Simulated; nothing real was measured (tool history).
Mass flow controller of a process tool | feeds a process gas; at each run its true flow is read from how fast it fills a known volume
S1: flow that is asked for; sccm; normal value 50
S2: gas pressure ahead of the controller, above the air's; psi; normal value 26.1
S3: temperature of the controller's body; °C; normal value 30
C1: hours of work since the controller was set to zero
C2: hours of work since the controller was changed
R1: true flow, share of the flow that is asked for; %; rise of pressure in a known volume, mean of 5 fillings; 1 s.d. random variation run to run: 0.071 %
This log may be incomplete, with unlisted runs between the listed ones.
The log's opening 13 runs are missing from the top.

run,hour,S1,S2,S3,C1,C2,R1
14,1361.4,50,23.5,22,2563,2563,97.44
15,1479.9,50,26.1,30,2611,2611,97.81
16,1598,50,26.1,30,2659,2659,97.77
17,1669,50,26.1,30,2688,2688,97.72
18,1811.4,50,26.1,30,2746,2746,97.68
19,1907.2,50,26.1,30,2785,2785,97.77
20,2000.6,50,26.1,30,2822,2822,97.6
21,2095.2,52,31.9,23,2861,2861,97.57
22,2157.1,52,31.9,23,2886,2886,97.33
23,2249,52,31.9,23,2923,2923,97.38
24,2369.7,52,31.8,40,2972,2972,98.26
25,2500.1,52,31.8,40,3025,3025,98.28
26,2644.4,50,37.3,28,3084,3084,97.71
27,2717.9,50,37.3,28,3113,3113,97.66
28,2813.7,50,37.3,28,3152,3152,97.65
29,2919.9,50,26.1,31,3195,3195,97.49
30,3022.5,82,35.1,37,3237,3237,98.71
31,3107.8,10,28.7,24,3272,3272,91.81
32,3196.9,10,28.7,24,3308,3308,91.95
33,3304.7,50,26.1,24,3351,3351,96.93
34,3392.3,37,26.1,35,3387,3387,96.85
35,3456.9,19,22.9,35,3413,3413,95.08
36,3553.7,50,25.5,30,3452,3452,97.22
37,3662.8,68,26.1,39,3497,3497,98.2
38,3734,41,32.6,22,3526,3526,96.45

Branching from run 38: 4 alternative next runs. What would each branch give?
A,3836.5,41,24.1,37,3567,3567,?
B,3836.5,10,26.1,30,3567,3567,?
C,3836.5,25,25.7,38,3567,3567,?
D,3836.5,17,39.9,35,3567,3567,?

run,R1
A,97.13
B,91.7
C,95.99
D,95.02
Stripped of hidden state, with their random variation kept, the same runs would have yielded:
run,R1
A,100.03
B,99.49
C,99.9
D,100.14

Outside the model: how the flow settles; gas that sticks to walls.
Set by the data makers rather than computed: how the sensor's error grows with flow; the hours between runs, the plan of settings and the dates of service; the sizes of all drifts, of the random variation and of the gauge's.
